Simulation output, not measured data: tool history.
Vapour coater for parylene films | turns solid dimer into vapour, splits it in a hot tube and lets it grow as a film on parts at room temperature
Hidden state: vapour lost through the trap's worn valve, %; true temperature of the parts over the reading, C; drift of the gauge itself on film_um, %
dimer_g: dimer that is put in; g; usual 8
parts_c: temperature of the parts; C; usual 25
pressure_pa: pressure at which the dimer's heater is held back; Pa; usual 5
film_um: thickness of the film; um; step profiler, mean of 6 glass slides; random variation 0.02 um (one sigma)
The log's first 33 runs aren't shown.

run     day  dimer_g  parts_c  pressure_pa  hours of work since the trap's valve was overhauled  hours of work since the table's thermometer was calibrated  film_um
 34  18.612       12       25            5                                                  191                                                         437     2.74
 35  19.212        6       18         4.36                                                  201                                                         447     1.61
 36  19.567        8       35        11.64                                                  207                                                         453     1.33
 37  20.279       13       25         6.18                                                  219                                                         465     2.91
 38  20.925       12       25            5                                                  230                                                         476     2.71
 39  21.308        4       35         3.92                                                  237                                                         483     0.71
 40  21.658        8       25         6.27                                                  243                                                         489     1.78
 41  22.242        8       20            5                                                  253                                                         499     2.05
 42  22.783        8       20            5                                                  262                                                         508     1.98

Run 43 comes next. What will it give?
 43  23.458        8       34            5                                                  274                                                         520        ?

Run 43 gave film_um 1.48 um.
Without the tool's hidden state the same run would have given film_um 1.57 um.

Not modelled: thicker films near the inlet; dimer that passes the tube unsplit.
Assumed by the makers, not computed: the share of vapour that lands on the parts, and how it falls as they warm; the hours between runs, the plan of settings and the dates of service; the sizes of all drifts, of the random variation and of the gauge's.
